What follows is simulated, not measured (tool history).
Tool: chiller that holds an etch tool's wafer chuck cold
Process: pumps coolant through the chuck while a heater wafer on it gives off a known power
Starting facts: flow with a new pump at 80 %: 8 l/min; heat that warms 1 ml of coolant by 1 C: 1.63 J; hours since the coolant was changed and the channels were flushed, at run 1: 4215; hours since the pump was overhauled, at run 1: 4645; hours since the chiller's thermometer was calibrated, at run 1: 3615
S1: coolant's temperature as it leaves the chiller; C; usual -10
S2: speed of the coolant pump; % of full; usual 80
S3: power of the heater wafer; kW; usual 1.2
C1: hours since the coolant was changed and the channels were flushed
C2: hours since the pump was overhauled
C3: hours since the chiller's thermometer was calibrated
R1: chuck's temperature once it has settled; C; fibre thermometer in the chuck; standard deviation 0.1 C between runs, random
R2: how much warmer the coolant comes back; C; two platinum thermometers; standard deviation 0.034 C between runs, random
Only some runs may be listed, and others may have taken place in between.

{"run": 1, "hour": 0.0, "S1": -10, "S2": 80, "S3": 1.2, "C1": 4215, "C2": 4645, "C3": 3615, "R1": 1.7, "R2": 5.55}
{"run": 2, "hour": 91.3, "S1": -10, "S2": 80, "S3": 0.61, "C1": 4306, "C2": 4736, "C3": 3706, "R1": -4.1, "R2": 2.83}
{"run": 3, "hour": 168.2, "S1": -10, "S2": 80, "S3": 1.656, "C1": 4383, "C2": 4813, "C3": 3783, "R1": 6.3, "R2": 7.6}
{"run": 4, "hour": 273.3, "S1": -10, "S2": 80, "S3": 1.2, "C1": 4488, "C2": 4918, "C3": 3888, "R1": 1.7, "R2": 5.43}
{"run": 5, "hour": 352.7, "S1": -10, "S2": 80, "S3": 1.2, "C1": 4568, "C2": 4998, "C3": 3968, "R1": 1.9, "R2": 5.42}
{"run": 6, "hour": 404.3, "S1": -10, "S2": 74, "S3": 1.2, "C1": 4619, "C2": 5049, "C3": 4019, "R1": 2.7, "R2": 5.91}
{"run": 7, "hour": 488.9, "S1": -10, "S2": 80, "S3": 1.2, "C1": 4704, "C2": 5134, "C3": 4104, "R1": 1.6, "R2": 5.42}
{"run": 8, "hour": 583.0, "S1": -10, "S2": 81, "S3": 1.2, "C1": 4798, "C2": 5228, "C3": 4198, "R1": 1.8, "R2": 5.38}
{"run": 9, "hour": 634.7, "S1": -10, "S2": 81, "S3": 1.2, "C1": 4850, "C2": 5280, "C3": 4250, "R1": 1.7, "R2": 5.41}
{"run": 10, "hour": 681.7, "S1": -8, "S2": 80, "S3": 1.2, "C1": 4897, "C2": 5327, "C3": 4297, "R1": 4, "R2": 5.36}
{"run": 11, "hour": 757.3, "S1": -8, "S2": 80, "S3": 1.2, "C1": 4972, "C2": 5402, "C3": 4372, "R1": 3.8, "R2": 5.39}
{"run": 12, "hour": 847.2, "S1": -8, "S2": 80, "S3": 1.2, "C1": 5062, "C2": 5492, "C3": 4462, "R1": 3.9, "R2": 5.34}
{"run": 13, "hour": 894.7, "S1": -10, "S2": 80, "S3": 1.207, "C1": 5110, "C2": 5540, "C3": 4510, "R1": 1.9, "R2": 5.42}
{"run": 14, "hour": 958.4, "S1": -3, "S2": 80, "S3": 1.2, "C1": 5173, "C2": 5604, "C3": 4574, "R1": 9, "R2": 5.34}
{"run": 15, "hour": 1064.9, "S1": -3, "S2": 80, "S3": 1.2, "C1": 5280, "C2": 5710, "C3": 4680, "R1": 8.8, "R2": 5.34}
{"run": 16, "hour": 1139.7, "S1": -4, "S2": 80, "S3": 1.2, "C1": 5355, "C2": 5785, "C3": 4755, "R1": 7.7, "R2": 5.3}
{"run": 17, "hour": 1217.7, "S1": -6, "S2": 78, "S3": 1.2, "C1": 5433, "C2": 5863, "C3": 4833, "R1": 6.1, "R2": 5.44}
{"run": 18, "hour": 1308.1, "S1": -17, "S2": 70, "S3": 1.118, "C1": 5523, "C2": 5953, "C3": 4923, "R1": -4.9, "R2": 5.63}
{"run": 19, "hour": 1358.8, "S1": -13, "S2": 75, "S3": 1.368, "C1": 5574, "C2": 6004, "C3": 4974, "R1": 1.1, "R2": 6.52}
{"run": 20, "hour": 1469.9, "S1": -10, "S2": 66, "S3": 1.2, "C1": 5685, "C2": 6115, "C3": 5085, "R1": 3.5, "R2": 6.46}
{"run": 21, "hour": 1545.7, "S1": -10, "S2": 96, "S3": 1.2, "C1": 5761, "C2": 6191, "C3": 5161, "R1": 0.5, "R2": 4.34}
{"run": 22, "hour": 1651.2, "S1": -10, "S2": 96, "S3": 1.2, "C1": 5866, "C2": 6296, "C3": 5266, "R1": 0.6, "R2": 4.24}
{"run": 23, "hour": 1718.9, "S1": -10, "S2": 98, "S3": 0.801, "C1": 5934, "C2": 6364, "C3": 5334, "R1": -3.2, "R2": 2.68}
{"run": 24, "hour": 1771.6, "S1": -10, "S2": 98, "S3": 0.801, "C1": 5987, "C2": 6417, "C3": 5387, "R1": -3, "R2": 2.6}
{"run": 25, "hour": 1855.5, "S1": -10, "S2": 98, "S3": 0.801, "C1": 6071, "C2": 6501, "C3": 5471, "R1": -3.1, "R2": 2.59}
{"run": 26, "hour": 1970.4, "S1": -10, "S2": 97, "S3": 0.815, "C1": 6185, "C2": 6616, "C3": 5586, "R1": -2.9, "R2": 2.7}
{"hour": 1985.5, "done": "chiller's thermometer calibrated"}
{"run": 27, "hour": 2070.3, "S1": -10, "S2": 74, "S3": 0.995, "C1": 6284, "C2": 6714, "C3": 85, "R1": 0.2, "R2": 4.53}
{"run": 28, "hour": 2141.7, "S1": -10, "S2": 74, "S3": 0.995, "C1": 6356, "C2": 6786, "C3": 156, "R1": 0.3, "R2": 4.49}
{"run": 29, "hour": 2194.1, "S1": -10, "S2": 74, "S3": 0.995, "C1": 6408, "C2": 6838, "C3": 209, "R1": 0.4, "R2": 4.51}
{"run": 30, "hour": 2294.1, "S1": -10, "S2": 74, "S3": 0.995, "C1": 6508, "C2": 6938, "C3": 309, "R1": 0.4, "R2": 4.5}
{"hour": 2338.7, "done": "gauge calibrated"}
{"run": 31, "hour": 2350.8, "S1": -10, "S2": 74, "S3": 0.995, "C1": 6565, "C2": 6995, "C3": 365, "R1": 0.3, "R2": 4.97}
{"run": 32, "hour": 2403.1, "S1": -2, "S2": 81, "S3": 0.995, "C1": 6617, "C2": 7047, "C3": 418, "R1": 7.8, "R2": 4.49}

Forecast each of these 4 alternatives for the next run:
{"run": "A", "hour": 2486.5, "S1": -5, "S2": 81, "S3": 1.2, "C1": 6701, "C2": 7131, "C3": 501, "R1": "?", "R2": "?"}
{"run": "B", "hour": 2486.5, "S1": -9, "S2": 77, "S3": 0.875, "C1": 6701, "C2": 7131, "C3": 501, "R1": "?", "R2": "?"}
{"run": "C", "hour": 2486.5, "S1": -3, "S2": 69, "S3": 0.703, "C1": 6701, "C2": 7131, "C3": 501, "R1": "?", "R2": "?"}
{"run": "D", "hour": 2486.5, "S1": -3, "S2": 80, "S3": 0.792, "C1": 6701, "C2": 7131, "C3": 501, "R1": "?", "R2": "?"}

run=A R1=6.7 R2=5.5
run=B R1=-0.2 R2=4.14
run=C R1=4.8 R2=3.74
run=D R1=4.9 R2=3.67
The same runs, with their run-to-run variation unchanged, on a tool lacking any hidden condition would have given:
run=A R1=6.7 R2=5.52
run=B R1=-0.2 R2=4.17
run=C R1=4.8 R2=3.76
run=D R1=4.9 R2=3.7

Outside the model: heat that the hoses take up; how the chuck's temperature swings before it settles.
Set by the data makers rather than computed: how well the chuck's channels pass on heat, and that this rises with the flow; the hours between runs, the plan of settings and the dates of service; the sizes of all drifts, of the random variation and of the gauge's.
